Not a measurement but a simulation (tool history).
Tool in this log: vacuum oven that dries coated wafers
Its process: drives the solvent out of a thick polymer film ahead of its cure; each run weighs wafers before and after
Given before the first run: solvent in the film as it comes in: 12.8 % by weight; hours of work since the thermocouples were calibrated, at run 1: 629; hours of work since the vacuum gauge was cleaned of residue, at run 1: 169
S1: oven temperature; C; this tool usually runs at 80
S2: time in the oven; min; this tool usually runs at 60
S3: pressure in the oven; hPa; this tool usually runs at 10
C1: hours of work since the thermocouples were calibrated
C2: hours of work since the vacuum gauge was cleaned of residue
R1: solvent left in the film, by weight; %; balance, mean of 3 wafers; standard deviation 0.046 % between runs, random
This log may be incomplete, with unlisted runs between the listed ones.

| run | hour | S1 | S2 | S3 | C1 | C2 | R1 |
|---|---|---|---|---|---|---|---|
| 1 | 0 | 80 | 60 | 10 | 629 | 169 | 2.46 |
| 2 | 37.6 | 93 | 60 | 10 | 650 | 190 | 0.77 |
| 3 | 85.8 | 93 | 60 | 10 | 676 | 216 | 0.74 |
| 4 | 136.7 | 93 | 60 | 10 | 704 | 244 | 0.76 |
| 5 | 199.5 | 93 | 60 | 10 | 739 | 279 | 0.82 |
| 6 | 262.8 | 80 | 60 | 9.4 | 774 | 314 | 2.54 |
| 7 | 294.1 | 80 | 60 | 10 | 791 | 331 | 2.62 |
| 8 | 344 | 65 | 60 | 10 | 819 | 359 | 6.29 |
|  | 348.5 | vacuum gauge cleaned of residue and calibrated |
| 9 | 392.2 | 65 | 60 | 10 | 845 | 24 | 6.17 |
| 10 | 433.2 | 67 | 60 | 10 | 867 | 47 | 5.76 |
| 11 | 469.1 | 67 | 60 | 10 | 887 | 67 | 5.69 |
| 12 | 499 | 67 | 32 | 5.5 | 904 | 83 | 7.21 |
| 13 | 525.3 | 67 | 32 | 5.5 | 918 | 98 | 7.33 |
| 14 | 556.7 | 79 | 103 | 23.5 | 936 | 115 | 2.89 |
| 15 | 592.3 | 94 | 104 | 38 | 955 | 135 | 1.95 |
| 16 | 623.7 | 92 | 60 | 36.6 | 973 | 152 | 2.39 |
| 17 | 654.9 | 92 | 60 | 36.6 | 990 | 169 | 2.45 |
|  | 662.3 | oven's thermocouples calibrated |
| 18 | 697.9 | 80 | 87 | 35.5 | 20 | 192 | 3.55 |
|  | 718.7 | vacuum gauge cleaned of residue and calibrated, once more |
| 19 | 758.1 | 80 | 87 | 35.5 | 52 | 22 | 3.35 |
| 20 | 787.3 | 80 | 93 | 35.5 | 68 | 38 | 3.35 |

Take each entry between the runs: how does the hidden state at the last listed run before it differ from the hidden state at the first listed run after it?
Runs 8 to 9: vacuum gauge cleaned of residue and calibrated (hour 348.5)
  true wafer temperature over the reading, C: -1.68 -> -1.73; true pressure over the reading, kPa: 0.158 -> 0.205
  measured minus no-state result, R1: +0.58 -> +0.64 %
Runs 17 to 18: oven's thermocouples calibrated (hour 662.3)
  true wafer temperature over the reading, C: -2.04 -> -0.19; true pressure over the reading, kPa: 0.274 -> 0.285
  measured minus no-state result, R1: +0.38 -> +0.25 %
Runs 18 to 19: vacuum gauge cleaned of residue and calibrated, once more (hour 718.7)
  true wafer temperature over the reading, C: -0.19 -> -0.26; true pressure over the reading, kPa: 0.285 -> 0.031
  measured minus no-state result, R1: +0.25 -> +0.08 %

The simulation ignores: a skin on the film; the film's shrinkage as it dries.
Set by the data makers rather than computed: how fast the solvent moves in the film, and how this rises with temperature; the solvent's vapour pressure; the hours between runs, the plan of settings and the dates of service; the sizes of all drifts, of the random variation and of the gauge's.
